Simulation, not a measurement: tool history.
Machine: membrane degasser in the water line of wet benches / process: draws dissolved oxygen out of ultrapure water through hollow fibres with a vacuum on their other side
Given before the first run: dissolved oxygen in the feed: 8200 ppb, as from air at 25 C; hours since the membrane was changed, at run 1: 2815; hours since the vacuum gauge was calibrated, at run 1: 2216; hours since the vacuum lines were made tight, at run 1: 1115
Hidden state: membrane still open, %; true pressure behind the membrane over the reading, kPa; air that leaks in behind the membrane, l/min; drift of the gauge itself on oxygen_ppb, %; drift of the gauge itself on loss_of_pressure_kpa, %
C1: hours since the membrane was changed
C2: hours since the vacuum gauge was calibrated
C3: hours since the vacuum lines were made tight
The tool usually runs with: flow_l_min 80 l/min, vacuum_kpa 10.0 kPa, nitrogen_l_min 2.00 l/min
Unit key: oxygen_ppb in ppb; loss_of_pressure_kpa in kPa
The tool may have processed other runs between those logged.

{"run": 1, "hour": 0.0, "flow_l_min": 80, "vacuum_kpa": 10.0, "nitrogen_l_min": 2.0, "C1": 2815, "C2": 2216, "C3": 1115, "oxygen_ppb": 777.2, "loss_of_pressure_kpa": 48.12}
{"run": 2, "hour": 58.8, "flow_l_min": 80, "vacuum_kpa": 10.0, "nitrogen_l_min": 0.99, "C1": 2873, "C2": 2275, "C3": 1174, "oxygen_ppb": 1108.0, "loss_of_pressure_kpa": 48.71}
{"run": 3, "hour": 100.2, "flow_l_min": 80, "vacuum_kpa": 10.0, "nitrogen_l_min": 0.99, "C1": 2915, "C2": 2316, "C3": 1216, "oxygen_ppb": 1085.3, "loss_of_pressure_kpa": 48.12}
{"run": 4, "hour": 156.4, "flow_l_min": 80, "vacuum_kpa": 10.0, "nitrogen_l_min": 2.0, "C1": 2971, "C2": 2372, "C3": 1272, "oxygen_ppb": 783.1, "loss_of_pressure_kpa": 48.3}
{"run": 5, "hour": 233.6, "flow_l_min": 87, "vacuum_kpa": 10.0, "nitrogen_l_min": 2.0, "C1": 3048, "C2": 2450, "C3": 1349, "oxygen_ppb": 847.0, "loss_of_pressure_kpa": 52.6}
{"run": 6, "hour": 315.7, "flow_l_min": 80, "vacuum_kpa": 10.0, "nitrogen_l_min": 2.17, "C1": 3130, "C2": 2532, "C3": 1431, "oxygen_ppb": 740.2, "loss_of_pressure_kpa": 48.15}
{"run": 7, "hour": 352.8, "flow_l_min": 80, "vacuum_kpa": 10.0, "nitrogen_l_min": 2.17, "C1": 3167, "C2": 2569, "C3": 1468, "oxygen_ppb": 764.9, "loss_of_pressure_kpa": 48.51}
{"run": 8, "hour": 389.3, "flow_l_min": 80, "vacuum_kpa": 10.0, "nitrogen_l_min": 2.17, "C1": 3204, "C2": 2605, "C3": 1505, "oxygen_ppb": 743.3, "loss_of_pressure_kpa": 48.6}
{"run": 9, "hour": 466.0, "flow_l_min": 56, "vacuum_kpa": 18.8, "nitrogen_l_min": 1.77, "C1": 3281, "C2": 2682, "C3": 1581, "oxygen_ppb": 1090.2, "loss_of_pressure_kpa": 34.04}
{"run": 10, "hour": 514.6, "flow_l_min": 70, "vacuum_kpa": 10.0, "nitrogen_l_min": 2.0, "C1": 3329, "C2": 2731, "C3": 1630, "oxygen_ppb": 693.7, "loss_of_pressure_kpa": 42.62}

Consider 5 possible next runs. They are alternatives, not a sequence: every one starts from the tool as it was left by run 10. What does each give?
{"run": "A", "hour": 602.4, "flow_l_min": 70, "vacuum_kpa": 10.4, "nitrogen_l_min": 1.69, "C1": 3417, "C2": 2818, "C3": 1718, "oxygen_ppb": "?", "loss_of_pressure_kpa": "?"}
{"run": "B", "hour": 602.4, "flow_l_min": 58, "vacuum_kpa": 19.8, "nitrogen_l_min": 4.05, "C1": 3417, "C2": 2818, "C3": 1718, "oxygen_ppb": "?", "loss_of_pressure_kpa": "?"}
{"run": "C", "hour": 602.4, "flow_l_min": 122, "vacuum_kpa": 15.1, "nitrogen_l_min": 5.22, "C1": 3417, "C2": 2818, "C3": 1718, "oxygen_ppb": "?", "loss_of_pressure_kpa": "?"}
{"run": "D", "hour": 602.4, "flow_l_min": 70, "vacuum_kpa": 18.7, "nitrogen_l_min": 2.0, "C1": 3417, "C2": 2818, "C3": 1718, "oxygen_ppb": "?", "loss_of_pressure_kpa": "?"}
{"run": "E", "hour": 602.4, "flow_l_min": 80, "vacuum_kpa": 6.9, "nitrogen_l_min": 2.0, "C1": 3417, "C2": 2818, "C3": 1718, "oxygen_ppb": "?", "loss_of_pressure_kpa": "?"}

run=A oxygen_ppb=783.9 loss_of_pressure_kpa=42.55
run=B oxygen_ppb=701.6 loss_of_pressure_kpa=35.23
run=C oxygen_ppb=988.3 loss_of_pressure_kpa=73.75
run=D oxygen_ppb=1207.6 loss_of_pressure_kpa=42.51
run=E oxygen_ppb=573.8 loss_of_pressure_kpa=48.67
The same runs, with their run-to-run variation unchanged, on a tool lacking any hidden condition would have given:
run=A oxygen_ppb=783.1 loss_of_pressure_kpa=42.53
run=B oxygen_ppb=701.0 loss_of_pressure_kpa=35.22
run=C oxygen_ppb=987.5 loss_of_pressure_kpa=73.71
run=D oxygen_ppb=1206.9 loss_of_pressure_kpa=42.49
run=E oxygen_ppb=572.9 loss_of_pressure_kpa=48.64
